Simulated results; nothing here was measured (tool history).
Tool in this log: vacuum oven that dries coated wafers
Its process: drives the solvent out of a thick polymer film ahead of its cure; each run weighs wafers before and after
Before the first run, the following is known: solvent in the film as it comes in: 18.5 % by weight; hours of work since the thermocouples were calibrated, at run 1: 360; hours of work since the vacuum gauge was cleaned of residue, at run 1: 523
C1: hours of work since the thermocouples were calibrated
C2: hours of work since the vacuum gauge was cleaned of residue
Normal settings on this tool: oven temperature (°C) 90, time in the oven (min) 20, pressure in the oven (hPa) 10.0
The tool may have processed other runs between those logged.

{"run": 1, "hour": 0.0, "oven temperature (°C)": 90, "time in the oven (min)": 20, "pressure in the oven (hPa)": 10.0, "C1": 360, "C2": 523, "solvent left in the film (%)": 2.08}
{"run": 2, "hour": 12.9, "oven temperature (°C)": 90, "time in the oven (min)": 20, "pressure in the oven (hPa)": 10.0, "C1": 369, "C2": 531, "solvent left in the film (%)": 2.03}
{"run": 3, "hour": 42.8, "oven temperature (°C)": 90, "time in the oven (min)": 20, "pressure in the oven (hPa)": 10.0, "C1": 388, "C2": 550, "solvent left in the film (%)": 2.04}
{"run": 4, "hour": 72.2, "oven temperature (°C)": 90, "time in the oven (min)": 20, "pressure in the oven (hPa)": 10.0, "C1": 407, "C2": 569, "solvent left in the film (%)": 1.97}
{"run": 5, "hour": 86.3, "oven temperature (°C)": 90, "time in the oven (min)": 20, "pressure in the oven (hPa)": 10.0, "C1": 416, "C2": 578, "solvent left in the film (%)": 2.08}
{"run": 6, "hour": 111.9, "oven temperature (°C)": 90, "time in the oven (min)": 20, "pressure in the oven (hPa)": 13.3, "C1": 433, "C2": 595, "solvent left in the film (%)": 2.48}
{"run": 7, "hour": 135.8, "oven temperature (°C)": 90, "time in the oven (min)": 20, "pressure in the oven (hPa)": 13.3, "C1": 448, "C2": 610, "solvent left in the film (%)": 2.38}
{"run": 8, "hour": 158.8, "oven temperature (°C)": 99, "time in the oven (min)": 20, "pressure in the oven (hPa)": 13.3, "C1": 463, "C2": 625, "solvent left in the film (%)": 1.34}
{"run": 9, "hour": 175.3, "oven temperature (°C)": 99, "time in the oven (min)": 20, "pressure in the oven (hPa)": 13.3, "C1": 474, "C2": 636, "solvent left in the film (%)": 1.35}
{"run": 10, "hour": 194.6, "oven temperature (°C)": 99, "time in the oven (min)": 20, "pressure in the oven (hPa)": 13.3, "C1": 486, "C2": 648, "solvent left in the film (%)": 1.28}
{"run": 11, "hour": 217.6, "oven temperature (°C)": 99, "time in the oven (min)": 20, "pressure in the oven (hPa)": 13.3, "C1": 501, "C2": 663, "solvent left in the film (%)": 1.34}
{"run": 12, "hour": 249.0, "oven temperature (°C)": 90, "time in the oven (min)": 20, "pressure in the oven (hPa)": 10.0, "C1": 521, "C2": 683, "solvent left in the film (%)": 2.02}
{"run": 13, "hour": 264.1, "oven temperature (°C)": 90, "time in the oven (min)": 20, "pressure in the oven (hPa)": 10.0, "C1": 531, "C2": 693, "solvent left in the film (%)": 2.1}
{"run": 14, "hour": 282.7, "oven temperature (°C)": 89, "time in the oven (min)": 20, "pressure in the oven (hPa)": 10.0, "C1": 543, "C2": 705, "solvent left in the film (%)": 2.27}
{"run": 15, "hour": 304.9, "oven temperature (°C)": 89, "time in the oven (min)": 20, "pressure in the oven (hPa)": 10.2, "C1": 557, "C2": 720, "solvent left in the film (%)": 2.32}
{"run": 16, "hour": 320.7, "oven temperature (°C)": 90, "time in the oven (min)": 20, "pressure in the oven (hPa)": 25.8, "C1": 567, "C2": 730, "solvent left in the film (%)": 3.53}
{"run": 17, "hour": 340.4, "oven temperature (°C)": 90, "time in the oven (min)": 24, "pressure in the oven (hPa)": 9.4, "C1": 580, "C2": 742, "solvent left in the film (%)": 1.67}
{"run": 18, "hour": 355.0, "oven temperature (°C)": 99, "time in the oven (min)": 24, "pressure in the oven (hPa)": 9.4, "C1": 590, "C2": 752, "solvent left in the film (%)": 0.87}
{"run": 19, "hour": 384.6, "oven temperature (°C)": 97, "time in the oven (min)": 30, "pressure in the oven (hPa)": 10.0, "C1": 609, "C2": 771, "solvent left in the film (%)": 1.0}
{"run": 20, "hour": 412.4, "oven temperature (°C)": 97, "time in the oven (min)": 30, "pressure in the oven (hPa)": 10.0, "C1": 627, "C2": 789, "solvent left in the film (%)": 0.97}
{"run": 21, "hour": 443.5, "oven temperature (°C)": 88, "time in the oven (min)": 13, "pressure in the oven (hPa)": 39.6, "C1": 647, "C2": 809, "solvent left in the film (%)": 6.84}
{"hour": 447.6, "done": "oven's thermocouples calibrated"}
{"run": 22, "hour": 459.6, "oven temperature (°C)": 90, "time in the oven (min)": 11, "pressure in the oven (hPa)": 10.0, "C1": 8, "C2": 818, "solvent left in the film (%)": 4.55}
{"run": 23, "hour": 490.7, "oven temperature (°C)": 90, "time in the oven (min)": 11, "pressure in the oven (hPa)": 10.0, "C1": 28, "C2": 838, "solvent left in the film (%)": 4.55}
{"run": 24, "hour": 505.1, "oven temperature (°C)": 90, "time in the oven (min)": 34, "pressure in the oven (hPa)": 17.8, "C1": 37, "C2": 847, "solvent left in the film (%)": 2.2}
{"run": 25, "hour": 535.8, "oven temperature (°C)": 86, "time in the oven (min)": 18, "pressure in the oven (hPa)": 17.8, "C1": 57, "C2": 867, "solvent left in the film (%)": 4.16}
{"run": 26, "hour": 567.1, "oven temperature (°C)": 92, "time in the oven (min)": 12, "pressure in the oven (hPa)": 10.0, "C1": 77, "C2": 887, "solvent left in the film (%)": 3.66}
{"run": 27, "hour": 598.6, "oven temperature (°C)": 82, "time in the oven (min)": 18, "pressure in the oven (hPa)": 25.4, "C1": 97, "C2": 908, "solvent left in the film (%)": 6.05}
{"hour": 620.2, "done": "oven's thermocouples calibrated, once more"}
{"run": 28, "hour": 627.0, "oven temperature (°C)": 86, "time in the oven (min)": 20, "pressure in the oven (hPa)": 10.0, "C1": 4, "C2": 925, "solvent left in the film (%)": 2.88}
{"run": 29, "hour": 644.7, "oven temperature (°C)": 86, "time in the oven (min)": 20, "pressure in the oven (hPa)": 10.0, "C1": 16, "C2": 936, "solvent left in the film (%)": 2.85}
{"run": 30, "hour": 673.2, "oven temperature (°C)": 86, "time in the oven (min)": 29, "pressure in the oven (hPa)": 9.5, "C1": 34, "C2": 955, "solvent left in the film (%)": 1.84}
{"run": 31, "hour": 701.7, "oven temperature (°C)": 86, "time in the oven (min)": 29, "pressure in the oven (hPa)": 9.5, "C1": 53, "C2": 973, "solvent left in the film (%)": 1.88}

Forecast each of these 3 alternatives for the next run:
{"run": "A", "hour": 725.3, "oven temperature (°C)": 90, "time in the oven (min)": 17, "pressure in the oven (hPa)": 19.7, "C1": 68, "C2": 988, "solvent left in the film (%)": "?"}
{"run": "B", "hour": 725.3, "oven temperature (°C)": 78, "time in the oven (min)": 14, "pressure in the oven (hPa)": 35.8, "C1": 68, "C2": 988, "solvent left in the film (%)": "?"}
{"run": "C", "hour": 725.3, "oven temperature (°C)": 90, "time in the oven (min)": 19, "pressure in the oven (hPa)": 10.0, "C1": 68, "C2": 988, "solvent left in the film (%)": "?"}

run=A solvent_left_in_the_film_(%)=3.56
run=B solvent_left_in_the_film_(%)=9.38
run=C solvent_left_in_the_film_(%)=2.30
Without the tool's unlogged condition, the same runs would have read:
run=A solvent_left_in_the_film_(%)=3.28
run=B solvent_left_in_the_film_(%)=8.99
run=C solvent_left_in_the_film_(%)=2.04

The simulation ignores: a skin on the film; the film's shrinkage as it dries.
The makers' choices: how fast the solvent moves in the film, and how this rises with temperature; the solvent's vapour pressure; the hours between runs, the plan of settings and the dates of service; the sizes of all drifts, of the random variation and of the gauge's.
